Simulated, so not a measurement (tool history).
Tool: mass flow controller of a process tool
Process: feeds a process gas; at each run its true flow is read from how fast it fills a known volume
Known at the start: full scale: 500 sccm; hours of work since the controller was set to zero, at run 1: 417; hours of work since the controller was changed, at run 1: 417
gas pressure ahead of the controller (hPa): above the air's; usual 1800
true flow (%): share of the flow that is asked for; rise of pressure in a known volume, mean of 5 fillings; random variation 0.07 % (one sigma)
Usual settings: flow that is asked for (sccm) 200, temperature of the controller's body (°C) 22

run,hour,flow that is asked for (sccm),gas pressure ahead of the controller (hPa),temperature of the controller's body (°C),hours of work since the controller was set to zero,hours of work since the controller was changed,true flow (%)
1,0.0,200,1800,22,417,417,98.51
2,69.3,200,1800,22,455,455,98.54
3,185.6,200,1800,22,518,518,98.49
4,248.7,200,1800,22,553,553,98.36
5,308.9,200,1800,22,586,586,98.56
6,389.3,200,1800,22,630,630,98.47
7,489.1,174,1570,22,685,685,98.37
8,539.4,200,1880,40,712,712,97.77
9,612.0,162,2460,40,752,752,97.18

The next listed run, before its measurement:
10,701.6,412,1800,33,801,801,?

Run 10 gave true flow (%) 99.28.
Without the tool's hidden state the same run would have given true flow (%) 99.28.
